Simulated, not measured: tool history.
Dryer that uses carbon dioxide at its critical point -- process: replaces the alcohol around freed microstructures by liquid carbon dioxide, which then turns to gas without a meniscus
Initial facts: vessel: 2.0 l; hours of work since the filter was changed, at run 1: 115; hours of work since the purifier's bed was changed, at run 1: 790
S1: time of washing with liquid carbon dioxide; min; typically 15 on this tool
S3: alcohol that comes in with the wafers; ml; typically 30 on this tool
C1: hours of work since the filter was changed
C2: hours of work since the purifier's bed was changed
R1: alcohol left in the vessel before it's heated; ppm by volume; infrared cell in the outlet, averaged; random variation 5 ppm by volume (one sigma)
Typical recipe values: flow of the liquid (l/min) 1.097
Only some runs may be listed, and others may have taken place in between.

Run 1, day 0.000: usual settings; C1 115; C2 790. Result: R1 299 ppm by volume.
At day 0.971: purifier's bed changed.
Run 2, day 1.158: usual settings; C1 128; C2 2. Result: R1 19 ppm by volume.
Run 3, day 2.562: usual settings but S3 75 ml; C1 146; C2 20. Result: R1 50 ppm by volume.
Run 4, day 4.667: usual settings but S3 75 ml; C1 172; C2 47. Result: R1 55 ppm by volume.
Run 5, day 5.892: usual settings but S3 75 ml; C1 188; C2 62. Result: R1 68 ppm by volume.
At day 6.675: inlet filter changed.
Run 6, day 7.871: usual settings but S3 28 ml; C1 15; C2 87. Result: R1 50 ppm by volume.
Run 7, day 9.392: usual settings but S3 28 ml; C1 34; C2 106. Result: R1 49 ppm by volume.
Run 8, day 10.942: usual settings but S1 14 min; C1 54; C2 125. Result: R1 71 ppm by volume.
Run 9, day 13.408: usual settings but S1 14 min; C1 85; C2 156. Result: R1 79 ppm by volume.
Run 10, day 14.638: usual settings but S3 69 ml; C1 101; C2 172. Result: R1 103 ppm by volume.
Run 11, day 17.154: usual settings but S3 69 ml; C1 132; C2 204. Result: R1 112 ppm by volume.
Run 12, day 18.608: usual settings but S3 69 ml; C1 151; C2 222. Result: R1 118 ppm by volume.
Run 13, day 21.121: usual settings but S3 69 ml; C1 182; C2 254. Result: R1 128 ppm by volume.
At day 22.283: inlet filter changed.
Run 14, day 23.479: usual settings but S3 69 ml; C1 15; C2 283. Result: R1 134 ppm by volume.
Run 15, day 25.125: usual settings but S3 69 ml; C1 36; C2 304. Result: R1 144 ppm by volume.
Run 16, day 26.729: usual settings but S3 69 ml; C1 56; C2 324. Result: R1 147 ppm by volume.
Run 17, day 28.775: usual settings; C1 82; C2 350. Result: R1 146 ppm by volume.
Run 18, day 29.950: usual settings; C1 97; C2 365. Result: R1 146 ppm by volume.
Run 19, day 31.488: usual settings; C1 116; C2 384. Result: R1 146 ppm by volume.
Run 20, day 33.733: usual settings but S1 9 min; C1 145; C2 412. Result: R1 389 ppm by volume.
Run 21, day 34.821: usual settings but S1 9 min; C1 158; C2 426. Result: R1 390 ppm by volume.
Run 22, day 35.867: usual settings but S1 22 min, flow of the liquid (l/min) 1.840, S3 49 ml; C1 171; C2 439. Result: R1 166 ppm by volume.
Run 23, day 37.408: usual settings but S1 22 min, flow of the liquid (l/min) 1.790, S3 49 ml; C1 191; C2 459. Result: R1 184 ppm by volume.
At day 38.017: inlet filter changed.
Run 24, day 39.071: usual settings but S1 22 min, flow of the liquid (l/min) 1.790, S3 49 ml; C1 13; C2 479. Result: R1 178 ppm by volume.
Run 25, day 40.992: usual settings but S1 22 min, flow of the liquid (l/min) 1.790, S3 34 ml; C1 38; C2 504. Result: R1 184 ppm by volume.
Run 26, day 42.054: usual settings but S1 9 min; C1 51; C2 517. Result: R1 408 ppm by volume.
Run 27, day 43.212: usual settings but S1 14 min; C1 66; C2 532. Result: R1 219 ppm by volume.
Run 28, day 44.804: usual settings but S1 14 min, flow of the liquid (l/min) 0.880, S3 80 ml; C1 86; C2 552. Result: R1 420 ppm by volume.
Run 29, day 46.483: usual settings but S1 17 min, S3 36 ml; C1 107; C2 573. Result: R1 217 ppm by volume.
Run 30, day 48.062: usual settings but flow of the liquid (l/min) 0.980, S3 38 ml; C1 127; C2 593. Result: R1 259 ppm by volume.
Run 31, day 49.254: usual settings but flow of the liquid (l/min) 0.980, S3 38 ml; C1 142; C2 608. Result: R1 271 ppm by volume.
Run 32, day 50.312: usual settings but S1 18 min, flow of the liquid (l/min) 1.540, S3 47 ml; C1 155; C2 621. Result: R1 239 ppm by volume.
Run 33, day 52.342: usual settings but S1 13 min, flow of the liquid (l/min) 1.350, S3 81 ml; C1 181; C2 647. Result: R1 266 ppm by volume.
Run 34, day 53.388: usual settings but S1 23 min, flow of the liquid (l/min) 1.500, S3 81 ml; C1 194; C2 660. Result: R1 253 ppm by volume.
At day 53.633: inlet filter changed.
Run 35, day 55.800: usual settings but S1 23 min, flow of the liquid (l/min) 1.500, S3 81 ml; C1 27; C2 690. Result: R1 258 ppm by volume.
Run 36, day 57.562: usual settings but S1 18 min, flow of the liquid (l/min) 0.890, S3 78 ml; C1 50; C2 712. Result: R1 311 ppm by volume.
Run 37, day 59.954: usual settings but S1 18 min, flow of the liquid (l/min) 0.890, S3 78 ml; C1 80; C2 742. Result: R1 313 ppm by volume.
Run 38, day 61.467: usual settings but S1 18 min, flow of the liquid (l/min) 0.890, S3 78 ml; C1 99; C2 762. Result: R1 325 ppm by volume.
Run 39, day 63.221: usual settings but S1 13 min, flow of the liquid (l/min) 1.410, S3 65 ml; C1 121; C2 784. Result: R1 302 ppm by volume.
At day 64.704: purifier's bed changed.
Run 40, day 64.746: usual settings but S1 13 min, flow of the liquid (l/min) 1.410, S3 65 ml; C1 139; C2 1. Result: R1 14 ppm by volume.
Run 41, day 66.250: usual settings but S1 13 min, flow of the liquid (l/min) 1.410, S3 65 ml; C1 158; C2 19. Result: R1 20 ppm by volume.
Run 42, day 68.192: usual settings but flow of the liquid (l/min) 1.410, S3 71 ml; C1 182; C2 44. Result: R1 31 ppm by volume.

Here are 5 independent what-if runs from the current tool condition. What would each one return?
At day 69.408: inlet filter changed.
Run A, day 69.617: usual settings but flow of the liquid (l/min) 1.620, S3 111 ml; C1 3; C2 61. Result: R1 ?.
At day 69.408: inlet filter changed.
Run B, day 69.617: usual settings but flow of the liquid (l/min) 1.100, S3 71 ml; C1 3; C2 61. Result: R1 ?.
At day 69.408: inlet filter changed.
Run C, day 69.617: usual settings but S1 19 min, flow of the liquid (l/min) 0.780, S3 59 ml; C1 3; C2 61. Result: R1 ?.
At day 69.408: inlet filter changed.
Run D, day 69.617: usual settings but S1 22 min, flow of the liquid (l/min) 1.660, S3 74 ml; C1 3; C2 61. Result: R1 ?.
At day 69.408: inlet filter changed.
Run E, day 69.617: usual settings but S1 10 min, flow of the liquid (l/min) 0.840; C1 3; C2 61. Result: R1 ?.

run   R1
  A   23
  B   49
  C   89
  D   29
  E  434
Without the tool's unlogged condition, the same runs would have read:
run   R1
  A    1
  B   27
  C   66
  D    7
  E  407
